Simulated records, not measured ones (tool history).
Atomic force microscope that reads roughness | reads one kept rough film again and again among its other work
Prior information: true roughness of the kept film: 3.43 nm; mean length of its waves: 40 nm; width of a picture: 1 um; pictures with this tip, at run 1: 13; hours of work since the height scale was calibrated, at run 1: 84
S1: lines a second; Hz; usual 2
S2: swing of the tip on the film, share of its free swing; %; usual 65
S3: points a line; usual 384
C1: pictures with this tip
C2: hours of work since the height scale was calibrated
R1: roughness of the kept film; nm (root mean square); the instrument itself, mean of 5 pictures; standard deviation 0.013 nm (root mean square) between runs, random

run   hour    S1  S2   S3   C1   C2     R1
  1      0     2  65  384   13   84  3.058
  2    6.2     2  65  384   21   87  3.044
  3   12.1     2  69  384   28   91  2.983
  4   17.9  1.88  65  384   35   94  3.053
  5   27.4     2  85  384   47  100  2.697
  6   35.4     2  85  384   56  105  2.682
  7   43.9     2  65  384   67  110  3.064
  8   56.1     2  65  384   81  118  3.059
  9   61.2     2  65  384   88  121  3.053
 10   73.2     2  65  384  102  128  3.049
 11   83.7     2  65  384  115  134  3.065
 12   93.4     2  65  384  127  140  3.043
 13   98.7     2  65  384  133  143  3.053
 14  105.2  1.74  65  384  141  147  3.075
 15  113.1     2  69  384  150  152  3.011
 16    125     2  69  384  165  159  2.989
 17  134.9     2  69  384  177  165  2.978
 18  143.1     2  69  384  187  170  2.997
 19  150.3     2  69  384  196  175  3.008
 20  160.2     2  69  384  208  181  2.972
     168.2  -- new tip fitted
 21  172.8     2  69  384    5  188  2.989
 22  179.6     2  65  682   13  192   3.04
 23  185.8     2  65  384   21  196  3.042
 24  196.3     2  65  384   34  202  3.057
 25  207.8     2  65  384   48  209  3.055
 26  218.1     2  65  384   60  216  3.064
 27  229.9     2  65  384   74  223  3.065
 28    239  2.09  87  429   85  228  2.635

Run 29 comes next. What will it give?
 29  246.3  1.83  65  287  94  233   ?

Run 29 produced R1 3.05 nm (root mean square).
If the tool had no hidden condition, the same run with the same run-to-run variation would have returned R1 3.052 nm (root mean square).

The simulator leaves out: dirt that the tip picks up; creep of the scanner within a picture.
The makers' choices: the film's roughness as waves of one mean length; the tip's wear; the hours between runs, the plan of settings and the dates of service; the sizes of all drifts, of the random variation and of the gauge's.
